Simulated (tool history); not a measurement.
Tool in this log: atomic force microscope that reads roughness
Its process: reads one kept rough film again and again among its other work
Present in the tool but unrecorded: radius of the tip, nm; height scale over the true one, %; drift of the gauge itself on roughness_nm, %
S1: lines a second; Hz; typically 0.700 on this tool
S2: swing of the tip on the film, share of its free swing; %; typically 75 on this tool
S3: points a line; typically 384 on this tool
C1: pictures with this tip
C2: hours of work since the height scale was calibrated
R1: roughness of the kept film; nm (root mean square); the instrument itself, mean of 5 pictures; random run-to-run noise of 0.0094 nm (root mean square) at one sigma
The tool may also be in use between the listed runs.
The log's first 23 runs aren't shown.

run 24 day=30.892 | S1=0.700 S2=75 S3=384 | C1=64 C2=911 | R1=1.589
-- day=31.379 new tip fitted
run 25 day=32.517 | S1=0.700 S2=75 S3=384 | C1=35 C2=927 | R1=1.739
run 26 day=33.333 | S1=0.700 S2=75 S3=384 | C1=61 C2=935 | R1=1.563
-- day=33.929 new tip fitted
run 27 day=34.112 | S1=0.700 S2=75 S3=384 | C1=6 C2=943 | R1=1.987
run 28 day=35.112 | S1=3.084 S2=75 S3=632 | C1=37 C2=953 | R1=1.495
-- day=36.475 new tip fitted
run 29 day=36.729 | S1=3.084 S2=75 S3=632 | C1=8 C2=968 | R1=1.721
run 30 day=38.504 | S1=1.037 S2=72 S3=1019 | C1=64 C2=986 | R1=1.593
-- day=39.012 new tip fitted
run 31 day=39.692 | S1=1.037 S2=72 S3=1019 | C1=22 C2=998 | R1=1.880
run 32 day=40.762 | S1=1.037 S2=72 S3=1019 | C1=55 C2=1008 | R1=1.601
-- day=40.917 height scale calibrated on a step standard
-- day=41.550 new tip fitted
run 33 day=42.167 | S1=1.976 S2=59 S3=402 | C1=19 C2=12 | R1=1.899

The next listed run, before its measurement:
run 34 day=43.871 | S1=1.082 S2=61 S3=384 | C1=73 C2=29 | R1=?

{"run 34": {"R1": 1.547}}
The same run, on a tool lacking any hidden state, would have yielded R1 2.155 nm (root mean square).

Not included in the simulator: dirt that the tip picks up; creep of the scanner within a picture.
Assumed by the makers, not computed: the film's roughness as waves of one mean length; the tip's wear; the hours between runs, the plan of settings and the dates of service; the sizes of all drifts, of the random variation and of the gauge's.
